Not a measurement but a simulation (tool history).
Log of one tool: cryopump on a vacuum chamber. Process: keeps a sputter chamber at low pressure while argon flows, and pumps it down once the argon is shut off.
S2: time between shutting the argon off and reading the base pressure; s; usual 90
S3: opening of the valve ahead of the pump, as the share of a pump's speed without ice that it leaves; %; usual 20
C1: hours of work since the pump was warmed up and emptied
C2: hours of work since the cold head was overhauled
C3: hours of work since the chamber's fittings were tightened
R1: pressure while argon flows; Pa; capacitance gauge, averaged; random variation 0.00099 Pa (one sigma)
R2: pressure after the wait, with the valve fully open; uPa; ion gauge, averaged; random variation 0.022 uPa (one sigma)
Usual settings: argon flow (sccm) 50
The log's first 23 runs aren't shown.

{"run": 24, "hour": 277.7, "argon flow (sccm)": 50, "S2": 141, "S3": 51, "C1": 130, "C2": 130, "C3": 856, "R1": 0.0854, "R2": 1.01}
{"run": 25, "hour": 284.7, "argon flow (sccm)": 61, "S2": 141, "S3": 41, "C1": 133, "C2": 133, "C3": 859, "R1": 0.1284, "R2": 1.04}
{"run": 26, "hour": 299.6, "argon flow (sccm)": 28, "S2": 153, "S3": 22, "C1": 139, "C2": 139, "C3": 866, "R1": 0.11, "R2": 1.07}
{"run": 27, "hour": 307.4, "argon flow (sccm)": 28, "S2": 153, "S3": 22, "C1": 143, "C2": 143, "C3": 869, "R1": 0.1105, "R2": 1.04}
{"run": 28, "hour": 322.2, "argon flow (sccm)": 30, "S2": 36, "S3": 36, "C1": 149, "C2": 149, "C3": 876, "R1": 0.0714, "R2": 1.86}
{"run": 29, "hour": 329.4, "argon flow (sccm)": 30, "S2": 67, "S3": 36, "C1": 153, "C2": 153, "C3": 879, "R1": 0.0722, "R2": 1.36}
{"run": 30, "hour": 340.4, "argon flow (sccm)": 93, "S2": 83, "S3": 31, "C1": 157, "C2": 157, "C3": 884, "R1": 0.2584, "R2": 1.25}
{"run": 31, "hour": 348.8, "argon flow (sccm)": 93, "S2": 83, "S3": 31, "C1": 161, "C2": 161, "C3": 887, "R1": 0.2596, "R2": 1.26}
{"run": 32, "hour": 358.0, "argon flow (sccm)": 93, "S2": 193, "S3": 31, "C1": 165, "C2": 165, "C3": 891, "R1": 0.2592, "R2": 1.05}

Run 33 comes next. What will it give?
{"run": 33, "hour": 372.0, "argon flow (sccm)": 50, "S2": 46, "S3": 46, "C1": 171, "C2": 171, "C3": 898, "R1": "?", "R2": "?"}

R1: 0.0951 Pa
R2: 1.61 uPa
Without the tool's hidden state the same run would have given R1 0.0925 Pa, R2 0.97 uPa.
